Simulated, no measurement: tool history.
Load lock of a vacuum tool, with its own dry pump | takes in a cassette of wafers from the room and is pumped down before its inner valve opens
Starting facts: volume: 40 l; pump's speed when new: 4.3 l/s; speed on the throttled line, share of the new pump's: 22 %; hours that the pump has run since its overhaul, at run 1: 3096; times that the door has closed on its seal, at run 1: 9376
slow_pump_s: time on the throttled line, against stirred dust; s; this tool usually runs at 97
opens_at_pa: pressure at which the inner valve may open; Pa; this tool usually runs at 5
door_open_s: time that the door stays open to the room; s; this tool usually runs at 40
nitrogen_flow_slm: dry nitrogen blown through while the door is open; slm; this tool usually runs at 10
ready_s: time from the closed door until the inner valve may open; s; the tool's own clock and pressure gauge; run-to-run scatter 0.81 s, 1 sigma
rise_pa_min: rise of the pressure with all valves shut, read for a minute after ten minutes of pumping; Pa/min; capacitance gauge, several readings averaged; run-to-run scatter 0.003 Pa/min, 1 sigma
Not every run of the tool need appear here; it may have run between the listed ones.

run,hour,slow_pump_s,opens_at_pa,door_open_s,nitrogen_flow_slm,hours that the pump has run since its overhaul,times that the door has closed on its seal,"incoming humidity of the room's air, %",ready_s,rise_pa_min
1,0.0,97,5,40,10,3096,9376,44.9,172.1,0.069
2,248.6,97,5,112,10,3344,10055,43.4,171.1,0.102
3,461.6,97,5,112,10,3557,10637,46.1,172.0,0.102
4,624.8,97,5,112,10,3721,11083,45.1,171.9,0.106
5,849.9,97,5,112,10,3946,11697,43.5,171.9,0.112
6,1046.6,97,5,38,10,4143,12235,48.1,173.0,0.079
7,1155.6,97,5,25,10,4251,12532,41.4,171.6,0.073
8,1371.9,97,5,25,10,4468,13123,44.8,173.1,0.074
9,1481.8,97,4,40,10,4578,13423,39.9,175.0,0.081
10,1634.1,97,4,40,10,4730,13839,44.0,174.2,0.086
11,1837.5,97,4,40,10,4933,14395,44.9,174.9,0.083
12,1979.8,97,4,40,10,5076,14783,46.8,174.6,0.093
13,2178.1,97,5,40,10,5274,15325,47.1,173.4,0.089
14,2385.1,97,4,163,10,5481,15890,43.4,175.0,0.148
15,2617.7,97,4,163,10,5714,16525,43.1,176.0,0.151
16,2729.9,170,5,191,43,5826,16832,45.8,229.5,0.113
17,2856.8,82,7,48,5,5953,17178,44.8,157.8,0.111
18,2981.2,82,7,48,5,6077,17518,43.6,157.2,0.117
19,3126.1,82,7,48,5,6222,17914,43.2,157.1,0.120
20,3299.2,140,5,77,6,6395,18386,44.6,205.4,0.132
21,3417.6,140,5,77,18,6513,18710,45.1,206.9,0.118
22,3535.1,66,5,174,35,6631,19031,42.8,149.7,0.117
23,3690.6,50,5,174,35,6786,19455,46.4,135.2,0.119
24,3837.1,97,4,199,17,6933,19855,43.2,175.8,0.156
25,3940.8,78,5,53,10,7037,20138,42.3,158.9,0.125
26,4143.7,131,5,60,10,7240,20693,45.7,200.8,0.133

Selected run-to-run steps in ready_s, each split into two signed amounts: the part the tool would show with no hidden state at all (from settings, incoming material and random variation), and the remainder, which goes to the hidden state together with any gauge scatter not common to the measured and the hidden-state-free results:
What the log doesn't record here: pump's speed, % of a new pump's; leak at the door's seal, Pa l/s; drift of the gauge itself on ready_s, %; drift of the gauge itself on rise_pa_min, %.
Run 15 -> 16: slow_pump_s 97 -> 170, opens_at_pa 4 -> 5, door_open_s 163 -> 191, nitrogen_flow_slm 10 -> 43. ready_s +53.5 s: hidden state -0.8, all else +54.3.
Run 16 -> 17: slow_pump_s 170 -> 82, opens_at_pa 5 -> 7, door_open_s 191 -> 48, nitrogen_flow_slm 43 -> 5. ready_s -71.7 s: hidden state +0.8, all else -72.5.
Run 21 -> 22: slow_pump_s 140 -> 66, door_open_s 77 -> 174, nitrogen_flow_slm 18 -> 35. ready_s -57.2 s: hidden state +1.0, all else -58.2.
